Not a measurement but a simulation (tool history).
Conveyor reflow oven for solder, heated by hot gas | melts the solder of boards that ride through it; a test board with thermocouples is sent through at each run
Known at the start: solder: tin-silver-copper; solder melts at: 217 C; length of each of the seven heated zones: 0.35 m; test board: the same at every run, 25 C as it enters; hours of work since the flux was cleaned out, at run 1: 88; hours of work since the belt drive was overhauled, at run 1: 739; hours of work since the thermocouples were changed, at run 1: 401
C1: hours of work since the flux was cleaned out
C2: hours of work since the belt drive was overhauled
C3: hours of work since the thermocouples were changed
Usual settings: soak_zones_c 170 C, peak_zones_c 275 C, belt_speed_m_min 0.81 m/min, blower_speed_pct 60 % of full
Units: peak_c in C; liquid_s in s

Run 1, hour 0: usual settings; C1 88; C2 739; C3 401. Result: peak_c 257.6 C, liquid_s 40.9 s.
Run 2, hour 21.7: usual settings; C1 102; C2 754; C3 416. Result: peak_c 257 C, liquid_s 41 s.
Run 3, hour 40: usual settings; C1 114; C2 766; C3 428. Result: peak_c 257.2 C, liquid_s 41.1 s.
Run 4, hour 63.2: usual settings; C1 129; C2 781; C3 443. Result: peak_c 257.5 C, liquid_s 41.1 s.
Run 5, hour 102.9: usual settings but soak_zones_c 173 C; C1 156; C2 807; C3 469. Result: peak_c 257.9 C, liquid_s 41.9 s.
Run 6, hour 129.6: usual settings but soak_zones_c 173 C, belt_speed_m_min 0.948 m/min; C1 173; C2 825; C3 487. Result: peak_c 251.8 C, liquid_s 32.6 s.
Run 7, hour 155.5: usual settings but soak_zones_c 173 C, belt_speed_m_min 0.948 m/min; C1 190; C2 842; C3 504. Result: peak_c 251.6 C, liquid_s 32.5 s.
Run 8, hour 196.2: usual settings but belt_speed_m_min 0.894 m/min; C1 217; C2 869; C3 531. Result: peak_c 253.3 C, liquid_s 35.1 s.
Run 9, hour 214.8: usual settings but belt_speed_m_min 0.894 m/min; C1 229; C2 881; C3 543. Result: peak_c 252.9 C, liquid_s 34.8 s.
Run 10, hour 255.7: usual settings but belt_speed_m_min 0.788 m/min; C1 256; C2 908; C3 570. Result: peak_c 257.9 C, liquid_s 42.7 s.
Run 11, hour 274.1: usual settings but belt_speed_m_min 0.788 m/min; C1 269; C2 920; C3 582. Result: peak_c 257.9 C, liquid_s 42.7 s.
Run 12, hour 312.3: usual settings but soak_zones_c 178 C; C1 294; C2 945; C3 608. Result: peak_c 257.8 C, liquid_s 43.5 s.
Run 13, hour 339.4: usual settings; C1 312; C2 963; C3 625. Result: peak_c 256.4 C, liquid_s 40.7 s.
Run 14, hour 375.2: usual settings but belt_speed_m_min 0.713 m/min; C1 335; C2 987; C3 649. Result: peak_c 260.4 C, liquid_s 49 s.
Run 15, hour 395.3: usual settings but belt_speed_m_min 0.713 m/min; C1 349; C2 1000; C3 662. Result: peak_c 261 C, liquid_s 49.2 s.
Run 16, hour 434.2: usual settings but soak_zones_c 160 C, belt_speed_m_min 0.673 m/min, blower_speed_pct 63 % of full; C1 374; C2 1026; C3 688. Result: peak_c 261.7 C, liquid_s 50.6 s.
Run 17, hour 470.7: usual settings but blower_speed_pct 67 % of full; C1 398; C2 1050; C3 712. Result: peak_c 257.6 C, liquid_s 41.9 s.
At hour 479.1: belt drive overhauled, speed set with a stopwatch.
At hour 508.7: flux residue cleaned out of gas plates and filters.
Run 18, hour 520.5: usual settings but blower_speed_pct 67 % of full; C1 8; C2 24; C3 739. Result: peak_c 258.4 C, liquid_s 40.6 s.
Run 19, hour 557.8: usual settings but soak_zones_c 161 C, peak_zones_c 286 C, blower_speed_pct 56 % of full; C1 32; C2 49; C3 764. Result: peak_c 263.4 C, liquid_s 40.6 s.
Run 20, hour 578.1: usual settings but belt_speed_m_min 0.889 m/min, blower_speed_pct 64 % of full; C1 46; C2 62; C3 777. Result: peak_c 254 C, liquid_s 35 s.
Run 21, hour 608.7: usual settings but belt_speed_m_min 0.889 m/min, blower_speed_pct 64 % of full; C1 66; C2 82; C3 797. Result: peak_c 254 C, liquid_s 34.7 s.
Run 22, hour 630.7: usual settings but peak_zones_c 278 C, blower_speed_pct 52 % of full; C1 81; C2 97; C3 812. Result: peak_c 256.5 C, liquid_s 39.4 s.
Run 23, hour 668.1: usual settings but belt_speed_m_min 0.743 m/min, blower_speed_pct 52 % of full; C1 105; C2 121; C3 836. Result: peak_c 256.8 C, liquid_s 43.9 s.
Run 24, hour 688.2: usual settings but soak_zones_c 174 C, peak_zones_c 278 C; C1 118; C2 135; C3 850. Result: peak_c 259.8 C, liquid_s 42 s.
Run 25, hour 724.1: usual settings but soak_zones_c 166 C, peak_zones_c 285 C, belt_speed_m_min 0.686 m/min, blower_speed_pct 79 % of full; C1 142; C2 158; C3 873. Result: peak_c 273.9 C, liquid_s 54.3 s.
Run 26, hour 746.9: usual settings but soak_zones_c 159 C, belt_speed_m_min 0.9 m/min, blower_speed_pct 77 % of full; C1 157; C2 173; C3 888. Result: peak_c 254 C, liquid_s 32.6 s.
Run 27, hour 787.3: usual settings but soak_zones_c 156 C, peak_zones_c 270 C, belt_speed_m_min 0.685 m/min, blower_speed_pct 57 % of full; C1 184; C2 200; C3 915. Result: peak_c 254.1 C, liquid_s 43.3 s.
Run 28, hour 815.5: usual settings but soak_zones_c 156 C, peak_zones_c 270 C, belt_speed_m_min 0.815 m/min, blower_speed_pct 59 % of full; C1 202; C2 219; C3 934. Result: peak_c 248.1 C, liquid_s 32.5 s.
Run 29, hour 842.4: usual settings but soak_zones_c 171 C, peak_zones_c 277 C, belt_speed_m_min 0.896 m/min, blower_speed_pct 50 % of full; C1 220; C2 236; C3 951. Result: peak_c 250.8 C, liquid_s 32.5 s.

3 ways to go on from here, each from the tool as it stands after run 29. What would each give?
Run A, hour 868.8: usual settings but soak_zones_c 171 C, peak_zones_c 283 C, belt_speed_m_min 0.884 m/min, blower_speed_pct 50 % of full; C1 238; C2 254; C3 969. Result: peak_c ?, liquid_s ?.
Run B, hour 868.8: usual settings but soak_zones_c 181 C, peak_zones_c 277 C, belt_speed_m_min 0.896 m/min, blower_speed_pct 50 % of full; C1 238; C2 254; C3 969. Result: peak_c ?, liquid_s ?.
Run C, hour 868.8: usual settings but soak_zones_c 182 C, peak_zones_c 277 C, belt_speed_m_min 0.896 m/min, blower_speed_pct 61 % of full; C1 238; C2 254; C3 969. Result: peak_c ?, liquid_s ?.

run  peak_c  liquid_s
  A   255.9      35.6
  B     253      36.1
  C   256.2      38.1
Without the tool's hidden state the same runs would have given:
run  peak_c  liquid_s
  A   257.5      36.1
  B   254.4      36.7
  C   257.8      38.6

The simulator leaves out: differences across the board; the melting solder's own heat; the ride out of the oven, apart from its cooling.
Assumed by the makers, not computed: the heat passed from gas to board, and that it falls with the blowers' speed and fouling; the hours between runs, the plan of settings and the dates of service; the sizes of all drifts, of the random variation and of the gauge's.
